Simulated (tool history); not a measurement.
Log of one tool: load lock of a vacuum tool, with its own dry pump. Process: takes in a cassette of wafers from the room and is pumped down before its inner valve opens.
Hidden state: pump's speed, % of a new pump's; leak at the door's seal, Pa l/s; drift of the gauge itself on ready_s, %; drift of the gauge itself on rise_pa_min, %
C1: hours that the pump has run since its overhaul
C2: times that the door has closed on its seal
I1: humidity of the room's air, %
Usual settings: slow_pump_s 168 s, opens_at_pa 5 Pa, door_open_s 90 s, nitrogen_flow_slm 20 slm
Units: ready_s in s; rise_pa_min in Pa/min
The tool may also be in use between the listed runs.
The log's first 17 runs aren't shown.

{"run": 18, "hour": 1441.4, "slow_pump_s": 168, "opens_at_pa": 5, "door_open_s": 90, "nitrogen_flow_slm": 20, "C1": 5785, "C2": 15739, "I1": 44.6, "ready_s": 361.8, "rise_pa_min": 0.424}
{"run": 19, "hour": 1526.7, "slow_pump_s": 281, "opens_at_pa": 5, "door_open_s": 90, "nitrogen_flow_slm": 15, "C1": 5871, "C2": 16110, "I1": 46.7, "ready_s": 447.5, "rise_pa_min": 0.445}
{"run": 20, "hour": 1615.2, "slow_pump_s": 330, "opens_at_pa": 5, "door_open_s": 90, "nitrogen_flow_slm": 38, "C1": 5959, "C2": 16494, "I1": 45.9, "ready_s": 486.8, "rise_pa_min": 0.436}
{"run": 21, "hour": 1675.3, "slow_pump_s": 168, "opens_at_pa": 4, "door_open_s": 90, "nitrogen_flow_slm": 29, "C1": 6019, "C2": 16755, "I1": 47.2, "ready_s": 369.1, "rise_pa_min": 0.458}
{"run": 22, "hour": 1776.2, "slow_pump_s": 168, "opens_at_pa": 5, "door_open_s": 90, "nitrogen_flow_slm": 30, "C1": 6120, "C2": 17193, "I1": 42.3, "ready_s": 361.7, "rise_pa_min": 0.467}
{"run": 23, "hour": 1853.8, "slow_pump_s": 242, "opens_at_pa": 5, "door_open_s": 28, "nitrogen_flow_slm": 10, "C1": 6198, "C2": 17530, "I1": 46.7, "ready_s": 417.2, "rise_pa_min": 0.468}
{"run": 24, "hour": 1922.2, "slow_pump_s": 242, "opens_at_pa": 5, "door_open_s": 28, "nitrogen_flow_slm": 10, "C1": 6266, "C2": 17826, "I1": 46.3, "ready_s": 412.3, "rise_pa_min": 0.486}
{"run": 25, "hour": 2020.4, "slow_pump_s": 132, "opens_at_pa": 5, "door_open_s": 27, "nitrogen_flow_slm": 20, "C1": 6364, "C2": 18253, "I1": 44.1, "ready_s": 338.8, "rise_pa_min": 0.501}
{"run": 26, "hour": 2081.1, "slow_pump_s": 132, "opens_at_pa": 5, "door_open_s": 27, "nitrogen_flow_slm": 20, "C1": 6425, "C2": 18516, "I1": 44.9, "ready_s": 339.3, "rise_pa_min": 0.516}
{"run": 27, "hour": 2148.8, "slow_pump_s": 168, "opens_at_pa": 5, "door_open_s": 90, "nitrogen_flow_slm": 5, "C1": 6493, "C2": 18810, "I1": 44.2, "ready_s": 370.5, "rise_pa_min": 0.569}
{"run": 28, "hour": 2233.6, "slow_pump_s": 168, "opens_at_pa": 5, "door_open_s": 90, "nitrogen_flow_slm": 5, "C1": 6578, "C2": 19178, "I1": 43.5, "ready_s": 366.7, "rise_pa_min": 0.58}
{"run": 29, "hour": 2306.4, "slow_pump_s": 168, "opens_at_pa": 5, "door_open_s": 33, "nitrogen_flow_slm": 20, "C1": 6650, "C2": 19494, "I1": 44.8, "ready_s": 369.4, "rise_pa_min": 0.562}
{"run": 30, "hour": 2388.0, "slow_pump_s": 168, "opens_at_pa": 5, "door_open_s": 33, "nitrogen_flow_slm": 20, "C1": 6732, "C2": 19848, "I1": 48.1, "ready_s": 366.8, "rise_pa_min": 0.573}
{"run": 31, "hour": 2437.5, "slow_pump_s": 115, "opens_at_pa": 6, "door_open_s": 33, "nitrogen_flow_slm": 20, "C1": 6781, "C2": 20063, "I1": 44.9, "ready_s": 324.9, "rise_pa_min": 0.583}
{"run": 32, "hour": 2503.5, "slow_pump_s": 290, "opens_at_pa": 4, "door_open_s": 220, "nitrogen_flow_slm": 20, "C1": 6847, "C2": 20350, "I1": 49.2, "ready_s": 465.1, "rise_pa_min": 0.644}
{"hour": 2524.2, "done": "door's seal changed, seat wiped"}
{"run": 33, "hour": 2595.7, "slow_pump_s": 290, "opens_at_pa": 9, "door_open_s": 91, "nitrogen_flow_slm": 20, "C1": 6938, "C2": 310, "I1": 42.4, "ready_s": 438.3, "rise_pa_min": 0.052}
{"run": 34, "hour": 2697.1, "slow_pump_s": 134, "opens_at_pa": 5, "door_open_s": 90, "nitrogen_flow_slm": 18, "C1": 7039, "C2": 750, "I1": 42, "ready_s": 344.7, "rise_pa_min": 0.056}
{"run": 35, "hour": 2798.6, "slow_pump_s": 291, "opens_at_pa": 6, "door_open_s": 186, "nitrogen_flow_slm": 13, "C1": 7141, "C2": 1191, "I1": 45, "ready_s": 452.3, "rise_pa_min": 0.096}
{"run": 36, "hour": 2905.6, "slow_pump_s": 291, "opens_at_pa": 6, "door_open_s": 186, "nitrogen_flow_slm": 13, "C1": 7248, "C2": 1656, "I1": 44.7, "ready_s": 452.1, "rise_pa_min": 0.095}

Forecast each of these 5 alternatives for the next run:
{"run": "A", "hour": 2977.5, "slow_pump_s": 291, "opens_at_pa": 6, "door_open_s": 225, "nitrogen_flow_slm": 13, "C1": 7320, "C2": 1968, "I1": 44.4, "ready_s": "?", "rise_pa_min": "?"}
{"run": "B", "hour": 2977.5, "slow_pump_s": 335, "opens_at_pa": 9, "door_open_s": 186, "nitrogen_flow_slm": 13, "C1": 7320, "C2": 1968, "I1": 47.7, "ready_s": "?", "rise_pa_min": "?"}
{"run": "C", "hour": 2977.5, "slow_pump_s": 168, "opens_at_pa": 4, "door_open_s": 145, "nitrogen_flow_slm": 20, "C1": 7320, "C2": 1968, "I1": 42.7, "ready_s": "?", "rise_pa_min": "?"}
{"run": "D", "hour": 2977.5, "slow_pump_s": 153, "opens_at_pa": 5, "door_open_s": 239, "nitrogen_flow_slm": 31, "C1": 7320, "C2": 1968, "I1": 43.5, "ready_s": "?", "rise_pa_min": "?"}
{"run": "E", "hour": 2977.5, "slow_pump_s": 127, "opens_at_pa": 5, "door_open_s": 33, "nitrogen_flow_slm": 6, "C1": 7320, "C2": 1968, "I1": 46, "ready_s": "?", "rise_pa_min": "?"}

run=A ready_s=451.3 rise_pa_min=0.11
run=B ready_s=475.4 rise_pa_min=0.11
run=C ready_s=370.9 rise_pa_min=0.077
run=D ready_s=353.2 rise_pa_min=0.087
run=E ready_s=337.1 rise_pa_min=0.059
Without the tool's hidden state the same runs would have given:
run=A ready_s=429.8 rise_pa_min=0.092
run=B ready_s=457.2 rise_pa_min=0.092
run=C ready_s=343.8 rise_pa_min=0.059
run=D ready_s=326.6 rise_pa_min=0.068
run=E ready_s=309.7 rise_pa_min=0.041
